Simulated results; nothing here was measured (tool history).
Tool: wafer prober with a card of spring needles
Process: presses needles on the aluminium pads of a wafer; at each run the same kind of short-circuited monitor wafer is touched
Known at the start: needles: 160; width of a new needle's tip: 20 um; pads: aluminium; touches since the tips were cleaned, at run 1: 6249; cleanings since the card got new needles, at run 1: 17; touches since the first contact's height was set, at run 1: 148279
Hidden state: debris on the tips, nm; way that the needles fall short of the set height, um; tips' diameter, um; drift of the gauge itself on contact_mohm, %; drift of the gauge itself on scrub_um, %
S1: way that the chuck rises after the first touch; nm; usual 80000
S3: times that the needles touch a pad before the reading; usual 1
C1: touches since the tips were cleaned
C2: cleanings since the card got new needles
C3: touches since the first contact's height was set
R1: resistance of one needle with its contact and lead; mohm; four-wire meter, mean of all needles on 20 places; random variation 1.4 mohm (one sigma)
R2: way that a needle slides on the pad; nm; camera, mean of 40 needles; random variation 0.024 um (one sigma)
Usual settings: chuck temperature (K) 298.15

{"run": 1, "hour": 0.0, "S1": 80000, "chuck temperature (K)": 298.15, "S3": 1, "C1": 6249, "C2": 17, "C3": 148279, "R1": 135, "R2": 18310}
{"hour": 2.7, "done": "tips cleaned on abrasive film"}
{"run": 2, "hour": 11.8, "S1": 80000, "chuck temperature (K)": 298.15, "S3": 1, "C1": 4208, "C2": 18, "C3": 153717, "R1": 131, "R2": 18300}
{"run": 3, "hour": 17.5, "S1": 80000, "chuck temperature (K)": 298.15, "S3": 1, "C1": 6877, "C2": 18, "C3": 156386, "R1": 134, "R2": 18270}
{"hour": 18.3, "done": "tips cleaned on abrasive film"}
{"run": 4, "hour": 27.7, "S1": 80000, "chuck temperature (K)": 298.15, "S3": 1, "C1": 4382, "C2": 19, "C3": 161069, "R1": 132, "R2": 18240}
{"hour": 33.8, "done": "tips cleaned on abrasive film"}
{"run": 5, "hour": 34.8, "S1": 80000, "chuck temperature (K)": 298.15, "S3": 1, "C1": 474, "C2": 20, "C3": 164348, "R1": 120, "R2": 18270}
{"run": 6, "hour": 42.1, "S1": 80000, "chuck temperature (K)": 317.15, "S3": 1, "C1": 3867, "C2": 20, "C3": 167741, "R1": 134, "R2": 18230}
{"hour": 49.8, "done": "tips cleaned on abrasive film"}
{"run": 7, "hour": 51.6, "S1": 96000, "chuck temperature (K)": 298.15, "S3": 1, "C1": 845, "C2": 21, "C3": 172123, "R1": 119, "R2": 21950}
{"run": 8, "hour": 58.5, "S1": 96000, "chuck temperature (K)": 298.15, "S3": 1, "C1": 4039, "C2": 21, "C3": 175317, "R1": 122, "R2": 21920}
{"hour": 65.9, "done": "tips cleaned on abrasive film"}
{"run": 9, "hour": 67.8, "S1": 80000, "chuck temperature (K)": 349.15, "S3": 1, "C1": 887, "C2": 22, "C3": 179608, "R1": 129, "R2": 18260}
{"run": 10, "hour": 76.7, "S1": 80000, "chuck temperature (K)": 298.15, "S3": 1, "C1": 5057, "C2": 22, "C3": 183778, "R1": 133, "R2": 18200}
{"hour": 81.6, "done": "tips cleaned on abrasive film"}
{"run": 11, "hour": 82.7, "S1": 80000, "chuck temperature (K)": 334.15, "S3": 1, "C1": 496, "C2": 23, "C3": 186496, "R1": 123, "R2": 18210}
{"run": 12, "hour": 87.7, "S1": 80000, "chuck temperature (K)": 334.15, "S3": 1, "C1": 2847, "C2": 23, "C3": 188847, "R1": 129, "R2": 18200}
{"hour": 97.2, "done": "tips cleaned on abrasive film"}
{"run": 13, "hour": 100.1, "S1": 80000, "chuck temperature (K)": 298.15, "S3": 1, "C1": 1364, "C2": 24, "C3": 194570, "R1": 123, "R2": 18220}
{"run": 14, "hour": 109.5, "S1": 80000, "chuck temperature (K)": 298.15, "S3": 1, "C1": 5759, "C2": 24, "C3": 198965, "R1": 134, "R2": 18160}
{"hour": 112.9, "done": "tips cleaned on abrasive film"}
{"run": 15, "hour": 121.0, "S1": 80000, "chuck temperature (K)": 298.15, "S3": 1, "C1": 3765, "C2": 25, "C3": 204253, "R1": 133, "R2": 18200}
{"hour": 128.5, "done": "tips cleaned on abrasive film"}
{"run": 16, "hour": 133.3, "S1": 80000, "chuck temperature (K)": 298.15, "S3": 1, "C1": 2233, "C2": 26, "C3": 209956, "R1": 129, "R2": 18170}
{"run": 17, "hour": 140.8, "S1": 80000, "chuck temperature (K)": 298.15, "S3": 1, "C1": 5711, "C2": 26, "C3": 213434, "R1": 137, "R2": 18190}
{"hour": 144.7, "done": "tips cleaned on abrasive film"}
{"hour": 150.5, "done": "height of the first contact set anew"}
{"run": 18, "hour": 151.7, "S1": 62000, "chuck temperature (K)": 304.15, "S3": 1, "C1": 3095, "C2": 27, "C3": 543, "R1": 143, "R2": 13860}
{"run": 19, "hour": 159.4, "S1": 62000, "chuck temperature (K)": 304.15, "S3": 1, "C1": 6709, "C2": 27, "C3": 4157, "R1": 156, "R2": 13840}
{"hour": 160.8, "done": "tips cleaned on abrasive film"}
{"run": 20, "hour": 169.0, "S1": 62000, "chuck temperature (K)": 304.15, "S3": 1, "C1": 3824, "C2": 28, "C3": 8575, "R1": 148, "R2": 13870}
{"run": 21, "hour": 175.9, "S1": 62000, "chuck temperature (K)": 304.15, "S3": 1, "C1": 7019, "C2": 28, "C3": 11770, "R1": 153, "R2": 13880}
{"hour": 176.9, "done": "tips cleaned on abrasive film"}
{"run": 22, "hour": 185.3, "S1": 80000, "chuck temperature (K)": 307.15, "S3": 1, "C1": 3913, "C2": 29, "C3": 16134, "R1": 133, "R2": 18050}
{"hour": 192.7, "done": "tips cleaned on abrasive film"}
{"run": 23, "hour": 193.5, "S1": 80000, "chuck temperature (K)": 307.15, "S3": 1, "C1": 386, "C2": 30, "C3": 19911, "R1": 120, "R2": 18020}
{"run": 24, "hour": 204.9, "S1": 83000, "chuck temperature (K)": 392.15, "S3": 3, "C1": 5675, "C2": 30, "C3": 25200, "R1": 133, "R2": 18670}
{"hour": 208.4, "done": "tips cleaned on abrasive film"}
{"hour": 215.8, "done": "height of the first contact set anew, once more"}
{"run": 25, "hour": 215.8, "S1": 70000, "chuck temperature (K)": 359.15, "S3": 3, "C1": 3293, "C2": 31, "C3": 0, "R1": 133, "R2": 16180}
{"hour": 224.7, "done": "tips cleaned on abrasive film"}
{"run": 26, "hour": 227.7, "S1": 70000, "chuck temperature (K)": 359.15, "S3": 2, "C1": 1406, "C2": 32, "C3": 5525, "R1": 134, "R2": 16210}
{"run": 27, "hour": 238.1, "S1": 93000, "chuck temperature (K)": 359.15, "S3": 2, "C1": 6229, "C2": 32, "C3": 10348, "R1": 131, "R2": 21490}
{"hour": 240.8, "done": "tips cleaned on abrasive film"}
{"run": 28, "hour": 250.4, "S1": 93000, "chuck temperature (K)": 359.15, "S3": 2, "C1": 4486, "C2": 33, "C3": 16055, "R1": 126, "R2": 21460}
{"hour": 256.6, "done": "tips cleaned on abrasive film"}
{"run": 29, "hour": 262.7, "S1": 93000, "chuck temperature (K)": 376.15, "S3": 1, "C1": 2878, "C2": 34, "C3": 21742, "R1": 134, "R2": 21450}
{"hour": 272.2, "done": "tips cleaned on abrasive film"}
{"run": 30, "hour": 273.1, "S1": 82000, "chuck temperature (K)": 395.15, "S3": 1, "C1": 443, "C2": 35, "C3": 26525, "R1": 129, "R2": 18930}
{"run": 31, "hour": 284.4, "S1": 63000, "chuck temperature (K)": 327.15, "S3": 2, "C1": 5715, "C2": 35, "C3": 31797, "R1": 144, "R2": 14540}
{"hour": 287.8, "done": "tips cleaned on abrasive film"}
{"run": 32, "hour": 294.5, "S1": 63000, "chuck temperature (K)": 327.15, "S3": 2, "C1": 3100, "C2": 36, "C3": 36433, "R1": 138, "R2": 14490}
{"hour": 303.6, "done": "tips cleaned on abrasive film"}
{"run": 33, "hour": 304.1, "S1": 68000, "chuck temperature (K)": 372.15, "S3": 2, "C1": 244, "C2": 37, "C3": 40876, "R1": 132, "R2": 15640}
{"run": 34, "hour": 315.7, "S1": 81000, "chuck temperature (K)": 298.15, "S3": 1, "C1": 5616, "C2": 37, "C3": 46248, "R1": 136, "R2": 18630}

The same runs without the tool's hidden state, with the same run-to-run variation:
run=1 R1=114 R2=18510
run=2 R1=114 R2=18510
run=3 R1=113 R2=18480
run=4 R1=114 R2=18460
run=5 R1=114 R2=18500
run=6 R1=117 R2=18460
run=7 R1=115 R2=22200
run=8 R1=110 R2=22170
run=9 R1=123 R2=18520
run=10 R1=114 R2=18460
run=11 R1=118 R2=18480
run=12 R1=116 R2=18470
run=13 R1=114 R2=18510
run=14 R1=113 R2=18450
run=15 R1=116 R2=18500
run=16 R1=116 R2=18480
run=17 R1=116 R2=18500
run=18 R1=117 R2=14310
run=19 R1=120 R2=14290
run=20 R1=119 R2=14330
run=21 R1=117 R2=14330
run=22 R1=116 R2=18520
run=23 R1=116 R2=18500
run=24 R1=126 R2=19150
run=25 R1=126 R2=16180
run=26 R1=127 R2=16220
run=27 R1=122 R2=21490
run=28 R1=118 R2=21480
run=29 R1=124 R2=21480
run=30 R1=125 R2=18970
run=31 R1=126 R2=14580
run=32 R1=124 R2=14540
run=33 R1=128 R2=15720
run=34 R1=115 R2=18710

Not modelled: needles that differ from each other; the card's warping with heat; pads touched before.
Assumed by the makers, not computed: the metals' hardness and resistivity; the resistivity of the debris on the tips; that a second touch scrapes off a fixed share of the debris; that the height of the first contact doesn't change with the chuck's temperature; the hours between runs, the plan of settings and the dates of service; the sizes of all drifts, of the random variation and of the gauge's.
